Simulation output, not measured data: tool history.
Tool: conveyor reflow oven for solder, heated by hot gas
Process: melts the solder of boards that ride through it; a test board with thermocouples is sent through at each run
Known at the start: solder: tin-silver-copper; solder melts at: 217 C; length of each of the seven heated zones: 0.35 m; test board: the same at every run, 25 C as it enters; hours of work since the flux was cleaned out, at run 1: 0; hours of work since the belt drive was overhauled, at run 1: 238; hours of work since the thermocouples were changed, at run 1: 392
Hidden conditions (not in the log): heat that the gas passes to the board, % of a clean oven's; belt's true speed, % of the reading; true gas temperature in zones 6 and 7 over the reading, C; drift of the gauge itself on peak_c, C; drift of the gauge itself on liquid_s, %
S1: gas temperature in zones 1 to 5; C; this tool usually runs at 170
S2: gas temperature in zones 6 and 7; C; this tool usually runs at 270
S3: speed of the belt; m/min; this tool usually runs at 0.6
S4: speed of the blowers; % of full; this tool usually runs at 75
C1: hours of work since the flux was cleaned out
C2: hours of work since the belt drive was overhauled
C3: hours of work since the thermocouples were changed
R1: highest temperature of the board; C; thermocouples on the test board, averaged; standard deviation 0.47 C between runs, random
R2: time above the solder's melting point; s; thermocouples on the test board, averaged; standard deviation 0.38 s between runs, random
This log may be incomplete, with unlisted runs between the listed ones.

Run 1, hour 0: usual settings; C1 0; C2 238; C3 392. Result: R1 253.6 C, R2 52 s.
Run 2, hour 11.1: usual settings; C1 8; C2 246; C3 400. Result: R1 253.1 C, R2 52.4 s.
Run 3, hour 23: usual settings but S2 276 C; C1 17; C2 255; C3 409. Result: R1 258.2 C, R2 55.4 s.
Run 4, hour 29.2: usual settings; C1 22; C2 260; C3 414. Result: R1 253.5 C, R2 52.1 s.
Run 5, hour 42.5: usual settings but S3 0.53 m/min; C1 31; C2 270; C3 423. Result: R1 257.3 C, R2 62.3 s.
Run 6, hour 49.1: usual settings but S3 0.53 m/min; C1 36; C2 274; C3 428. Result: R1 256.3 C, R2 62.6 s.
Run 7, hour 56: usual settings but S3 0.53 m/min; C1 41; C2 280; C3 433. Result: R1 257.3 C, R2 62.2 s.
At hour 60.6: belt drive overhauled, speed set with a stopwatch.
Run 8, hour 68: usual settings but S3 0.53 m/min; C1 47; C2 5; C3 439. Result: R1 257.3 C, R2 62.7 s.
Run 9, hour 81.4: usual settings but S4 79 % of full; C1 57; C2 15; C3 449. Result: R1 253.3 C, R2 52.1 s.
Run 10, hour 88.2: usual settings but S4 79 % of full; C1 62; C2 20; C3 454. Result: R1 253 C, R2 52.3 s.
Run 11, hour 102.2: usual settings but S1 158 C, S2 266 C; C1 73; C2 31; C3 465. Result: R1 246.7 C, R2 44.7 s.
Run 12, hour 110.7: usual settings but S1 158 C, S2 263 C, S3 0.684 m/min; C1 79; C2 37; C3 471. Result: R1 238.9 C, R2 32.5 s.
Run 13, hour 117.6: usual settings but S1 158 C, S2 264 C, S3 0.684 m/min, S4 83 % of full; C1 84; C2 42; C3 476. Result: R1 242.7 C, R2 35.7 s.
At hour 123.6: belt drive overhauled, speed set with a stopwatch, once more.
Run 14, hour 132.9: usual settings but S4 72 % of full; C1 93; C2 7; C3 485. Result: R1 251 C, R2 51 s.
Run 15, hour 144.9: usual settings but S3 0.699 m/min; C1 101; C2 16; C3 493. Result: R1 246.7 C, R2 39.2 s.
Run 16, hour 155.2: usual settings but S1 184 C, S2 281 C, S3 0.545 m/min; C1 109; C2 23; C3 501. Result: R1 267.3 C, R2 70.9 s.
Run 17, hour 164.3: usual settings but S1 184 C, S2 281 C, S3 0.545 m/min; C1 116; C2 30; C3 508. Result: R1 266.6 C, R2 69.7 s.
Run 18, hour 170.9: usual settings but S1 175 C, S3 0.503 m/min, S4 71 % of full; C1 121; C2 35; C3 513. Result: R1 257.1 C, R2 67.7 s.
Run 19, hour 178.2: usual settings but S2 273 C, S3 0.68 m/min, S4 51 % of full; C1 126; C2 40; C3 518. Result: R1 241.7 C, R2 35.2 s.
Run 20, hour 184: usual settings but S1 181 C, S2 271 C, S3 0.558 m/min, S4 51 % of full; C1 130; C2 45; C3 522. Result: R1 251.1 C, R2 57.5 s.

Each row is a separate what-if for the run after 20, all from the same tool condition, not one after another. Results?
Run A, hour 192.6: usual settings but S1 181 C, S2 276 C, S3 0.558 m/min, S4 51 % of full; C1 137; C2 51; C3 529. Result: R1 ?, R2 ?.
Run B, hour 192.6: usual settings but S2 276 C, S3 0.616 m/min, S4 58 % of full; C1 137; C2 51; C3 529. Result: R1 ?, R2 ?.
Run C, hour 192.6: usual settings but S1 168 C, S2 283 C, S3 0.559 m/min; C1 137; C2 51; C3 529. Result: R1 ?, R2 ?.
Run D, hour 192.6: usual settings but S3 0.686 m/min; C1 137; C2 51; C3 529. Result: R1 ?, R2 ?.
Run E, hour 192.6: usual settings but S3 0.657 m/min; C1 137; C2 51; C3 529. Result: R1 ?, R2 ?.

run     R1    R2
  A  254.2  60.2
  B  252.1  48.2
  C  265.7  62.2
  D    248  40.3
  E  248.8  43.9
Without the tool's unlogged condition, the same runs would have read:
run     R1    R2
  A  256.7  61.8
  B  254.8  50.1
  C  268.6  63.5
  D  250.9  42.4
  E  251.7  45.9

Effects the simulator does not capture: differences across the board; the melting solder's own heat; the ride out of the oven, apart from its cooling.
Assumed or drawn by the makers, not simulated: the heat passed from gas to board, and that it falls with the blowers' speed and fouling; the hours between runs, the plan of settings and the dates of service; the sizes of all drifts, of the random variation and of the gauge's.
